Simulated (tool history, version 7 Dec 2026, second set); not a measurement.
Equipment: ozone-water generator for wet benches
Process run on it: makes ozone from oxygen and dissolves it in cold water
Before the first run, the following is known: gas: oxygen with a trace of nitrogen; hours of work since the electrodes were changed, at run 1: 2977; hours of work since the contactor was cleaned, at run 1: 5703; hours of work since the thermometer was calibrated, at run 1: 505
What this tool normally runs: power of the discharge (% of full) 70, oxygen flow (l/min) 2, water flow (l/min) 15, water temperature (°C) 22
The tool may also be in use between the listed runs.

run      day  power of the discharge (% of full)  oxygen flow (l/min)  water flow (l/min)  water temperature (°C)  hours of work since the electrodes were changed  hours of work since the contactor was cleaned  hours of work since the thermometer was calibrated  dissolved ozone (ppm)  ozone in the gas ahead of the water (g/m3)
  1        0                                  70                    2                  15                      22                                             2977                                           5703                                                 505                   11.2                                         175
  2    5.442                                  70                    2                  15                      22                                             3067                                           5792                                                 595                   11.4                                       175.8
  3    7.783                                  70                    2                  15                      22                                             3105                                           5831                                                 633                   11.1                                       174.3
  4   13.575                                  70                    2                  15                      22                                             3201                                           5926                                                 729                   11.4                                       175.8
  5   19.254                                  70                    2                  15                      22                                             3294                                           6020                                                 822                   11.3                                         175
  6   21.996                                  70                    2                  15                      22                                             3339                                           6065                                                 867                   11.1                                       176.4
  7    24.85                                  70                    2                  19                      22                                             3386                                           6112                                                 914                    8.7                                         177
  8   29.471                                  70                    2                  19                      22                                             3462                                           6188                                                 991                    8.4                                       176.1
  9   34.729                                  70                    2                  19                      22                                             3549                                           6275                                                1077                    8.5                                       176.3
      36.975  -- contactor cleaned
 10   38.817                                  70                    2                  19                      17                                             3614                                             30                                                1142                    9.1                                       177.3
 11   42.612                                  70                    2                  19                      17                                             3676                                             93                                                1204                    9.1                                       176.8
 12     45.2                                  70                    2                  19                      22                                             3719                                            135                                                1247                    8.9                                       177.7
 13   49.808                                  70                    2                  19                      22                                             3795                                            211                                                1323                    8.6                                       179.8
 14   53.933                                  70                    2                  16                      22                                             3863                                            279                                                1391                   10.5                                       180.2
 15    58.35                                  70                    2                  16                      22                                             3935                                            352                                                1464                   10.3                                       180.8
 16   60.729                                  54                    2                  12                      22                                             3975                                            391                                                1503                   12.1                                       157.6
 17   65.492                                  70                 2.36                  12                      14                                             4053                                            470                                                1581                   15.8                                       165.9
 18   69.988                                  70                 2.36                  12                      14                                             4127                                            544                                                1655                   15.8                                       164.5
 19   73.171                                  77                 3.06                  15                      23                                             4179                                            596                                                1708                   12.1                                       152.8
 20   77.446                                  77                 3.06                  15                      23                                             4250                                            667                                                1778                   12.3                                         151
 21   82.971                                  43                 3.32                  15                      23                                             4341                                            758                                                1869                    9.2                                       108.6
      85.917  -- gauge calibrated
 22   87.162                                 100                 3.12                  16                      18                                             4410                                            827                                                1938                     14                                       167.9
 23   91.658                                 100                 3.12                  16                      18                                             4484                                            901                                                2012                   14.3                                       167.9
 24   97.204                                  65                 1.27                  11                      24                                             4575                                            992                                                2103                   13.5                                       212.4
 25  100.329                                  53                 1.27                  11                      24                                             4627                                           1044                                                2155                   12.1                                       191.3
 26  103.688                                  53                 1.27                  11                      24                                             4682                                           1099                                                2210                   11.9                                       193.2
 27  107.683                                  59                    2                  18                      22                                             4748                                           1165                                                2276                    8.3                                       160.4
 28  111.521                                  59                    2                  18                      22                                             4811                                           1228                                                2339                    8.6                                       161.6
 29  115.783                                  41                 1.14                  23                      23                                             4881                                           1298                                                2410                    4.5                                       177.9
 30  118.642                                  82                    2                  15                      21                                             4928                                           1345                                                2457                   12.4                                       192.9

Selected run-to-run steps in ozone in the gas ahead of the water (g/m3), each split into two signed amounts: the part the tool would show with no hidden state at all (from settings, incoming material and random variation), and the remainder, which goes to the hidden state together with any gauge scatter not common to the measured and the hidden-state-free results:
Hidden conditions of the tool in this case: yield of the discharge, % of new electrodes'; contactor's efficiency, % of a clean one's; true water temperature over the reading, C; drift of the gauge itself on ozone_ppm, %; drift of the gauge itself on gas_g_m3, %.
Run 20 -> 21: power of the discharge (% of full) 77 -> 43, oxygen flow (l/min) 3.06 -> 3.32. ozone in the gas ahead of the water (g/m3) -42.4: hidden state -0.8, all else -41.6.
Run 21 -> 22: power of the discharge (% of full) 43 -> 100, oxygen flow (l/min) 3.32 -> 3.12, water flow (l/min) 15 -> 16, water temperature (°C) 23 -> 18, gauge calibrated. ozone in the gas ahead of the water (g/m3) +59.3: hidden state -3.2, all else +62.5.
Run 23 -> 24: power of the discharge (% of full) 100 -> 65, oxygen flow (l/min) 3.12 -> 1.27, water flow (l/min) 16 -> 11, water temperature (°C) 18 -> 24. ozone in the gas ahead of the water (g/m3) +44.5: hidden state +0.5, all else +44.

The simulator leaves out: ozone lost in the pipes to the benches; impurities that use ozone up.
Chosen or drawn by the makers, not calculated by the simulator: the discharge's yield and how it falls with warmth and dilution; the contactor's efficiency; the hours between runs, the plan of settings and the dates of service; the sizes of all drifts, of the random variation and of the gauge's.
